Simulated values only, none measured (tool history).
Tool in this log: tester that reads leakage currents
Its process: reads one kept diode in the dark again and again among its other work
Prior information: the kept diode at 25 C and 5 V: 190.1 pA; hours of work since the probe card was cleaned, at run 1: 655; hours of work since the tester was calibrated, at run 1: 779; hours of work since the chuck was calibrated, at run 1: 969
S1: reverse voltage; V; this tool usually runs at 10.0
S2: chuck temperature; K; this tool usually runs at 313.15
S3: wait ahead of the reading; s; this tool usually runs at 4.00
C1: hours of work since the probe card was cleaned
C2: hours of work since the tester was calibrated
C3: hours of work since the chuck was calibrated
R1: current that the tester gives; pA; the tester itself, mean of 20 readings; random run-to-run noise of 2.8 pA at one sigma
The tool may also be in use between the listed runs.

run 1 hour=0.0 | S1=10.0 S2=313.15 S3=4.00 | C1=655 C2=779 C3=969 | R1=920.16
run 2 hour=55.6 | S1=10.0 S2=313.15 S3=4.00 | C1=685 C2=809 C3=999 | R1=925.49
run 3 hour=121.4 | S1=6.7 S2=313.15 S3=4.00 | C1=721 C2=845 C3=1035 | R1=736.09
run 4 hour=159.1 | S1=6.7 S2=313.15 S3=4.00 | C1=741 C2=865 C3=1055 | R1=738.51
run 5 hour=225.7 | S1=6.7 S2=313.15 S3=4.00 | C1=777 C2=902 C3=1092 | R1=734.27
run 6 hour=284.5 | S1=6.7 S2=313.15 S3=4.00 | C1=809 C2=934 C3=1124 | R1=735.11
run 7 hour=322.4 | S1=10.0 S2=294.15 S3=4.00 | C1=830 C2=954 C3=1144 | R1=202.60
run 8 hour=357.2 | S1=10.0 S2=303.15 S3=4.00 | C1=849 C2=973 C3=1163 | R1=424.57
run 9 hour=395.2 | S1=4.4 S2=313.15 S3=4.00 | C1=870 C2=994 C3=1184 | R1=582.02
run 10 hour=437.6 | S1=1.1 S2=313.15 S3=0.70 | C1=893 C2=1017 C3=1207 | R1=265.01
run 11 hour=498.5 | S1=2.6 S2=319.15 S3=1.46 | C1=926 C2=1050 C3=1240 | R1=671.22
run 12 hour=542.0 | S1=16.3 S2=312.15 S3=1.82 | C1=949 C2=1074 C3=1264 | R1=1127.64
run 13 hour=574.4 | S1=1.7 S2=313.15 S3=4.00 | C1=967 C2=1091 C3=1281 | R1=337.48
run 14 hour=640.9 | S1=1.7 S2=313.15 S3=4.00 | C1=1003 C2=1127 C3=1317 | R1=335.72

Alternative continuations, all from the tool just after run 14; predict every row:
-- hour=663.5 probe card cleaned and baked
run A hour=697.1 | S1=4.7 S2=300.15 S3=0.86 | C1=18 C2=1156 C3=1346 | R1=?
-- hour=663.5 probe card cleaned and baked
run B hour=697.1 | S1=10.0 S2=313.15 S3=6.55 | C1=18 C2=1156 C3=1346 | R1=?
-- hour=663.5 probe card cleaned and baked
run C hour=697.1 | S1=5.6 S2=313.15 S3=0.69 | C1=18 C2=1156 C3=1346 | R1=?

run=A R1=217.54
run=B R1=918.45
run=C R1=667.03
Stripped of hidden state, with their random variation kept, the same runs would have yielded:
run=A R1=217.94
run=B R1=920.00
run=C R1=668.16
